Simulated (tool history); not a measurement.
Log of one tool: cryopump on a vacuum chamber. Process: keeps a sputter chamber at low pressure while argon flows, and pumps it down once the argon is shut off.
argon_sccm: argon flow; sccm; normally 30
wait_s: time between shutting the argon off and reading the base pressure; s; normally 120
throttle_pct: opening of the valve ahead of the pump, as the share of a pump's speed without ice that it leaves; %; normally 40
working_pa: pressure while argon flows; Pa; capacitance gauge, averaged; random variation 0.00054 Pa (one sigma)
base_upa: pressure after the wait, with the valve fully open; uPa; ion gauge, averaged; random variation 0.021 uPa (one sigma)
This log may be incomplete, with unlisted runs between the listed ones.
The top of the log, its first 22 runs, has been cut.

run,hour,argon_sccm,wait_s,throttle_pct,hours of work since the pump was warmed up and emptied,hours of work since the cold head was overhauled,hours of work since the chamber's fittings were tightened,working_pa,base_upa
23,2094.7,30,79,20,93,2242,1463,0.1055,1.10
24,2208.2,12,120,49,159,2308,1530,0.0172,1.01
25,2312.9,14,120,20,221,2369,1591,0.0506,1.03
26,2367.4,21,289,22,253,2401,1623,0.0668,0.92
27,2448.6,21,289,22,300,2449,1671,0.0678,0.96
28,2520.3,30,74,40,342,2491,1713,0.0559,1.25
29,2643.6,30,74,40,415,2563,1785,0.0554,1.23
30,2697.9,30,74,40,446,2595,1817,0.0558,1.31
31,2804.8,33,120,27,509,2658,1880,0.0896,1.26

Estimate the outcome of run 32 from the log above:
32,2905.6,29,118,40,568,2717,1939,?,?

Run 32 yielded working_pa 0.0541 Pa, base_upa 1.25 uPa.
On a tool with no hidden condition, and with the same random variation, this run would have come out at working_pa 0.0493 Pa, base_upa 0.29 uPa.

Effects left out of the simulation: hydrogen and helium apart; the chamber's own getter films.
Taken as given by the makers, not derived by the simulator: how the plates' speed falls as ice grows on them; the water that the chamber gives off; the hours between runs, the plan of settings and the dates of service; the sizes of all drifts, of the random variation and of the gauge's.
